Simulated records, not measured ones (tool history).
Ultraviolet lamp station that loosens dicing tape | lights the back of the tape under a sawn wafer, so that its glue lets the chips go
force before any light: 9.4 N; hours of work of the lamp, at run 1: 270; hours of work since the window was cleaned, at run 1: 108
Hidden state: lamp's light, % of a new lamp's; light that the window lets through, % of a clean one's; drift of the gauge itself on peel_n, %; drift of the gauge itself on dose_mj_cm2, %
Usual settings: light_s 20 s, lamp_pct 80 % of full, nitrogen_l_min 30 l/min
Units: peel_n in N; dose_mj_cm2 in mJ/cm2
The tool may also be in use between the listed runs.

run	day	light_s	lamp_pct	nitrogen_l_min	hours of work of the lamp	hours of work since the window was cleaned	peel_n	dose_mj_cm2
1	0.000	20	80	30	270	108	1.192	287
2	0.417	20	80	30	277	114	1.250	291
3	0.708	20	80	30	281	118	1.297	285
4	1.108	23	80	30	287	124	0.967	324
5	1.462	23	80	30	292	130	0.981	325
6	1.792	23	80	30	297	135	0.974	320
7	2.050	23	80	30	301	138	0.959	319
8	2.250	20	80	30	304	141	1.286	280
9	2.558	20	80	30	309	146	1.260	284
10	2.967	20	80	30	315	152	1.351	282
11	3.308	20	80	30	320	157	1.358	279
12	3.546	15	82	30	324	161	1.956	213
13	3.992	15	82	30	330	168	1.983	210
14	4.317	15	82	30	335	172	2.158	211
# day 4.362: window cleaned of glue's vapour
15	4.625	15	82	30	340	4	2.150	209
16	4.879	15	80	30	343	8	2.126	207
17	5.188	15	80	49	348	12	1.774	200
18	5.617	28	80	49	354	19	0.528	380
19	6.071	24	80	49	361	26	0.765	322
# day 6.450: window cleaned of glue's vapour, once more
20	6.517	20	80	59	368	1	0.826	289
21	6.825	19	65	39	372	6	1.638	226

Some steps in peel_n between neighbouring runs. How much of each would the tool show without its hidden state too (settings, what came in, random variation), and how much is left for the hidden state, with any gauge scatter that isn't in both results?
Run 17 -> 18: light_s 15 -> 28. peel_n -1.246 N: hidden state -0.285, all else -0.961.
Run 19 -> 20: light_s 24 -> 20, nitrogen_l_min 49 -> 59, window cleaned of glue's vapour, once more. peel_n +0.061 N: hidden state -0.111, all else +0.172.
Run 20 -> 21: light_s 20 -> 19, lamp_pct 80 -> 65, nitrogen_l_min 59 -> 39. peel_n +0.812 N: hidden state +0.099, all else +0.713.
